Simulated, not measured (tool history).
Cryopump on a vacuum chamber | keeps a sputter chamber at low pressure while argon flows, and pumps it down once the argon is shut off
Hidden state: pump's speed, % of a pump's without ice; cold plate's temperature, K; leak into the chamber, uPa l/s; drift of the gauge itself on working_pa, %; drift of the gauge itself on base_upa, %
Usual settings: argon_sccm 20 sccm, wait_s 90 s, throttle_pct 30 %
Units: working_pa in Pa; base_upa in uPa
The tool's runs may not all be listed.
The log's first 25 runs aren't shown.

run     day  argon_sccm  wait_s  throttle_pct  hours of work since the pump was warmed up and emptied  hours of work since the cold head was overhauled  hours of work since the chamber's fittings were tightened  working_pa  base_upa
 26  12.525          20     131            22                                                      75                                               409                                                        800      0.1475      2.67
 27    12.9          20     131            22                                                      81                                               415                                                        806      0.1467      2.69
 28  13.417          20      90            40                                                      89                                               423                                                        814      0.0822      2.84
 29  13.796          20      30            17                                                      94                                               429                                                        820      0.1903      3.53
 30  14.308          24      30            19                                                     102                                               437                                                        827      0.2056       3.6
 31    14.9          24      30            19                                                     111                                               446                                                        836      0.2043      3.73
 32  15.238          24      30            19                                                     116                                               451                                                        842      0.2062      3.61
 33  15.762          24      94            19                                                     125                                               459                                                        850      0.2082      2.99
 34  16.321          24     240            40                                                     133                                               467                                                        858      0.1018      2.87

3 ways to go on from here, each from the tool as it stands after run 34. What would each give?
  A  16.762          26     207            21                                                     140                                               474                                                        865           ?         ?
  B  16.762           9     254            39                                                     140                                               474                                                        865           ?         ?
  C  16.762           9     250            31                                                     140                                               474                                                        865           ?         ?

run  working_pa  base_upa
  A      0.2038      2.86
  B      0.0387      2.85
  C      0.0485      2.89
Without the tool's hidden state the same runs would have given:
run  working_pa  base_upa
  A      0.1973      0.41
  B      0.0364      0.42
  C      0.0463      0.42

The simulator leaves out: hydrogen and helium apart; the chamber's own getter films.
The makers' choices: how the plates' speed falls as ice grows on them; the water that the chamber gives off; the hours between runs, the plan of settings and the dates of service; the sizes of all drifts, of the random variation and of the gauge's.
